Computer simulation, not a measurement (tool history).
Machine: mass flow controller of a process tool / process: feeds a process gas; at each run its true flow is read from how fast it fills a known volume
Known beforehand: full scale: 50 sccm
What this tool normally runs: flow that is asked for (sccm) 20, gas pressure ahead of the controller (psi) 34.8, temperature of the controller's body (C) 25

| run | hour | flow that is asked for (sccm) | gas pressure ahead of the controller (psi) | temperature of the controller's body (C) | true flow (%) |
|---|---|---|---|---|---|
| 1 | 0.0 | 20 | 34.8 | 25 | 98.41 |
| 2 | 99.8 | 25 | 34.8 | 25 | 98.72 |
| 3 | 315.6 | 20 | 34.8 | 25 | 98.37 |
| 4 | 450.6 | 20 | 34.8 | 25 | 98.27 |
| 5 | 684.5 | 20 | 34.8 | 25 | 98.24 |
| 6 | 877.6 | 20 | 25.8 | 25 | 98.59 |
| 7 | 1049.4 | 20 | 30.9 | 25 | 98.44 |
| 8 | 1192.3 | 36 | 34.8 | 25 | 99.23 |
| 9 | 1373.2 | 36 | 34.8 | 25 | 99.30 |
| 10 | 1506.1 | 36 | 34.8 | 25 | 99.44 |
| 11 | 1713.3 | 7 | 34.8 | 25 | 96.37 |
| 12 | 1819.8 | 20 | 34.8 | 23 | 98.21 |
| 13 | 2040.4 | 25 | 35.7 | 29 | 99.05 |
| 14 | 2232.3 | 25 | 35.7 | 29 | 98.99 |
| 15 | 2376.1 | 21 | 23.2 | 27 | 98.78 |
| 16 | 2485.9 | 39 | 26.4 | 31 | 100.29 |
| 17 | 2601.6 | 29 | 26.0 | 21 | 98.75 |

Hidden state or all else? Some run-to-run changes of true flow (%), split into what the settings, what came in and random variation would give without the hidden state, and what is left for the hidden state (with any gauge scatter that isn't in both results):
Hidden state at play: flow at rest that the sensor doesn't see, % of full scale; true flow over the shown one, %; drift of the gauge itself on true_pct, %.
Run 10 -> 11: flow that is asked for (sccm) 36 -> 7. true flow (%) -3.07: hidden state -1.75, all else -1.32.
